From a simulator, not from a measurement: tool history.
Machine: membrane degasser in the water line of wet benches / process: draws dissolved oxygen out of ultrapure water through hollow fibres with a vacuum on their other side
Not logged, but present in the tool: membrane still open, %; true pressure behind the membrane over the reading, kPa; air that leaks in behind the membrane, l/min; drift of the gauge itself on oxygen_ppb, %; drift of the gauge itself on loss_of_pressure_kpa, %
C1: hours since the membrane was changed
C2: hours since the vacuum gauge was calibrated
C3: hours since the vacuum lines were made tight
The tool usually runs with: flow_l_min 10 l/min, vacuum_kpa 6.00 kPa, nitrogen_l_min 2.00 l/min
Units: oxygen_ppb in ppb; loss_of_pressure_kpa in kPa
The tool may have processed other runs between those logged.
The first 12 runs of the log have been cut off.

{"run": 13, "hour": 1077.5, "flow_l_min": 10, "vacuum_kpa": 6.0, "nitrogen_l_min": 2.0, "C1": 4069, "C2": 3727, "C3": 4069, "oxygen_ppb": 39.6, "loss_of_pressure_kpa": 55.98}
{"run": 14, "hour": 1154.2, "flow_l_min": 14, "vacuum_kpa": 6.0, "nitrogen_l_min": 2.0, "C1": 4146, "C2": 3804, "C3": 4146, "oxygen_ppb": 65.8, "loss_of_pressure_kpa": 78.07}
{"run": 15, "hour": 1245.5, "flow_l_min": 10, "vacuum_kpa": 6.0, "nitrogen_l_min": 2.17, "C1": 4237, "C2": 3895, "C3": 4237, "oxygen_ppb": 37.2, "loss_of_pressure_kpa": 56.32}
{"run": 16, "hour": 1357.7, "flow_l_min": 10, "vacuum_kpa": 6.0, "nitrogen_l_min": 2.17, "C1": 4349, "C2": 4008, "C3": 4349, "oxygen_ppb": 37.1, "loss_of_pressure_kpa": 56.02}
{"run": 17, "hour": 1414.8, "flow_l_min": 10, "vacuum_kpa": 6.0, "nitrogen_l_min": 2.17, "C1": 4406, "C2": 4065, "C3": 4406, "oxygen_ppb": 37.6, "loss_of_pressure_kpa": 55.99}
{"run": 18, "hour": 1508.2, "flow_l_min": 10, "vacuum_kpa": 6.0, "nitrogen_l_min": 2.17, "C1": 4500, "C2": 4158, "C3": 4500, "oxygen_ppb": 37.4, "loss_of_pressure_kpa": 56.07}
{"run": 19, "hour": 1603.4, "flow_l_min": 6, "vacuum_kpa": 6.0, "nitrogen_l_min": 2.54, "C1": 4595, "C2": 4253, "C3": 4595, "oxygen_ppb": 17.3, "loss_of_pressure_kpa": 33.47}
{"run": 20, "hour": 1715.5, "flow_l_min": 6, "vacuum_kpa": 6.0, "nitrogen_l_min": 2.54, "C1": 4707, "C2": 4365, "C3": 4707, "oxygen_ppb": 17.4, "loss_of_pressure_kpa": 33.58}
{"run": 21, "hour": 1810.3, "flow_l_min": 7, "vacuum_kpa": 6.0, "nitrogen_l_min": 4.76, "C1": 4802, "C2": 4460, "C3": 4802, "oxygen_ppb": 11.7, "loss_of_pressure_kpa": 39.06}
{"run": 22, "hour": 1943.4, "flow_l_min": 7, "vacuum_kpa": 6.0, "nitrogen_l_min": 4.76, "C1": 4935, "C2": 4593, "C3": 4935, "oxygen_ppb": 11.6, "loss_of_pressure_kpa": 38.86}
{"run": 23, "hour": 2071.4, "flow_l_min": 7, "vacuum_kpa": 6.0, "nitrogen_l_min": 4.76, "C1": 5063, "C2": 4721, "C3": 5063, "oxygen_ppb": 11.1, "loss_of_pressure_kpa": 39.24}
{"run": 24, "hour": 2151.1, "flow_l_min": 7, "vacuum_kpa": 6.0, "nitrogen_l_min": 4.76, "C1": 5142, "C2": 4801, "C3": 5142, "oxygen_ppb": 11.9, "loss_of_pressure_kpa": 39.14}
{"run": 25, "hour": 2258.9, "flow_l_min": 15, "vacuum_kpa": 5.52, "nitrogen_l_min": 2.81, "C1": 5250, "C2": 4909, "C3": 5250, "oxygen_ppb": 54.5, "loss_of_pressure_kpa": 83.86}
{"run": 26, "hour": 2314.1, "flow_l_min": 10, "vacuum_kpa": 11.59, "nitrogen_l_min": 2.0, "C1": 5305, "C2": 4964, "C3": 5305, "oxygen_ppb": 105.9, "loss_of_pressure_kpa": 55.38}
{"run": 27, "hour": 2392.6, "flow_l_min": 6, "vacuum_kpa": 6.0, "nitrogen_l_min": 2.0, "C1": 5384, "C2": 5043, "C3": 5384, "oxygen_ppb": 21.7, "loss_of_pressure_kpa": 33.57}
{"run": 28, "hour": 2511.8, "flow_l_min": 10, "vacuum_kpa": 9.24, "nitrogen_l_min": 2.69, "C1": 5503, "C2": 5162, "C3": 5503, "oxygen_ppb": 61.0, "loss_of_pressure_kpa": 55.66}
{"run": 29, "hour": 2624.5, "flow_l_min": 12, "vacuum_kpa": 9.58, "nitrogen_l_min": 2.44, "C1": 5616, "C2": 5274, "C3": 5616, "oxygen_ppb": 85.3, "loss_of_pressure_kpa": 66.75}
{"run": 30, "hour": 2720.8, "flow_l_min": 8, "vacuum_kpa": 4.58, "nitrogen_l_min": 0.95, "C1": 5712, "C2": 5371, "C3": 5712, "oxygen_ppb": 30.7, "loss_of_pressure_kpa": 44.08}
{"run": 31, "hour": 2843.2, "flow_l_min": 16, "vacuum_kpa": 6.0, "nitrogen_l_min": 1.26, "C1": 5835, "C2": 5493, "C3": 5835, "oxygen_ppb": 109.8, "loss_of_pressure_kpa": 89.14}
{"run": 32, "hour": 2907.8, "flow_l_min": 16, "vacuum_kpa": 6.0, "nitrogen_l_min": 1.26, "C1": 5899, "C2": 5558, "C3": 5899, "oxygen_ppb": 112.1, "loss_of_pressure_kpa": 89.52}
{"run": 33, "hour": 3025.9, "flow_l_min": 8, "vacuum_kpa": 3.6, "nitrogen_l_min": 4.57, "C1": 6017, "C2": 5676, "C3": 6017, "oxygen_ppb": 4.1, "loss_of_pressure_kpa": 44.72}

Below are 3 alternative next runs, each starting from the tool's condition after run 33. Predict each:
{"run": "A", "hour": 3116.8, "flow_l_min": 8, "vacuum_kpa": 7.32, "nitrogen_l_min": 4.57, "C1": 6108, "C2": 5767, "C3": 6108, "oxygen_ppb": "?", "loss_of_pressure_kpa": "?"}
{"run": "B", "hour": 3116.8, "flow_l_min": 10, "vacuum_kpa": 4.3, "nitrogen_l_min": 2.0, "C1": 6108, "C2": 5767, "C3": 6108, "oxygen_ppb": "?", "loss_of_pressure_kpa": "?"}
{"run": "C", "hour": 3116.8, "flow_l_min": 11, "vacuum_kpa": 12.11, "nitrogen_l_min": 3.67, "C1": 6108, "C2": 5767, "C3": 6108, "oxygen_ppb": "?", "loss_of_pressure_kpa": "?"}

run=A oxygen_ppb=20.1 loss_of_pressure_kpa=44.35
run=B oxygen_ppb=19.2 loss_of_pressure_kpa=55.28
run=C oxygen_ppb=74.8 loss_of_pressure_kpa=61.72
With no hidden state in the tool, these same runs would have given:
run=A oxygen_ppb=20.0 loss_of_pressure_kpa=44.33
run=B oxygen_ppb=19.1 loss_of_pressure_kpa=55.26
run=C oxygen_ppb=74.8 loss_of_pressure_kpa=61.69
